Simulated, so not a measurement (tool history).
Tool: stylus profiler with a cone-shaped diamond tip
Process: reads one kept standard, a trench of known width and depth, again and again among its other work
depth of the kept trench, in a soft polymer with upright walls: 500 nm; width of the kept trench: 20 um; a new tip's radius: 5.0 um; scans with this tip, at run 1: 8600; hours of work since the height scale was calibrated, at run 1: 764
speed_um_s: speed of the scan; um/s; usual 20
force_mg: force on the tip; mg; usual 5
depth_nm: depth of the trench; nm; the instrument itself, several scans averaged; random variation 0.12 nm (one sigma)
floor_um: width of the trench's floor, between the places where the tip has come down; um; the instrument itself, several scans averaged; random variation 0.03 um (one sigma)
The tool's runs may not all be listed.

run,hour,speed_um_s,force_mg,scans with this tip,hours of work since the height scale was calibrated,depth_nm,floor_um
1,0,20,5,8600,764,508.46,15.63
2,14.2,20,5,8685,771,508.64,15.56
3,30.3,20,5,8781,780,508.32,15.58
4,42.1,20,5,8852,786,508.21,15.59
5,63.3,20,1.69,8978,797,503.82,15.52
6,88.2,20,2.03,9128,811,504.7,15.57
7,102.5,25,5,9214,818,508.41,15.54
8,130.1,20,5,9379,833,508.51,15.61
9,154.3,20,5,9524,846,508.42,15.61
10,181.3,7,5,9685,860,508.63,15.57
11,201.6,7,5,9807,871,508.41,15.62
12,229.9,7,5,9976,886,508.52,15.58
13,251.8,7,2.35,10107,898,505.18,15.6
14,267.9,20,5.52,10204,906,509.03,15.61
15,282.2,20,5.52,10290,914,509.19,15.65
16,307.6,20,5.52,10441,927,508.95,15.59
17,331.2,25,5.52,10583,940,509,15.6
18,351,20,5,10701,950,508.47,15.6
19,376.7,20,5,10855,964,508.45,15.59
20,403.8,53,2.6,11018,978,505.5,15.42
21,431.8,45,4.06,11185,993,507.31,15.54
22,447.1,20,2.46,11277,1001,505.06,15.55
23,462.7,11,7.87,11370,1010,511.34,15.62
24,481.1,20,5.95,11481,1019,509.66,15.52
25,508.1,20,5.95,11642,1034,509.42,15.55
26,528.5,6,2.02,11764,1045,504.7,15.64
27,557.3,18,5.03,11937,1060,508.48,15.57
# hour 561.8: new tip fitted, height scale calibrated
28,578.7,18,11.21,101,9,514.49,15.64
29,607.5,40,11.21,274,24,514.56,15.56
30,623.1,65,5,367,33,508.41,15.57
31,639.1,9,2.19,463,41,504.7,15.66
32,663.2,42,2.31,607,54,505.18,15.56
33,692.4,6,9.83,782,69,513.38,15.59
34,707,6,9.83,869,77,513.34,15.65
35,733.1,6,9.83,1026,91,513.26,15.63
36,761.5,13,6.15,1196,106,509.78,15.62
37,781.4,13,6.15,1314,117,509.77,15.64

Forecast each of these 5 alternatives for the next run:
A,797.9,9,8.36,1413,126,?,?
B,797.9,67,4.38,1413,126,?,?
C,797.9,5,4.57,1413,126,?,?
D,797.9,13,6.59,1413,126,?,?
E,797.9,44,5.4,1413,126,?,?

run,depth_nm,floor_um
A,511.97,15.63
B,507.85,15.59
C,507.96,15.68
D,510.17,15.67
E,509.02,15.63
Without the tool's hidden state the same runs would have given:
run,depth_nm,floor_um
A,511.97,15.63
B,507.85,15.6
C,507.96,15.68
D,510.17,15.67
E,509.02,15.63
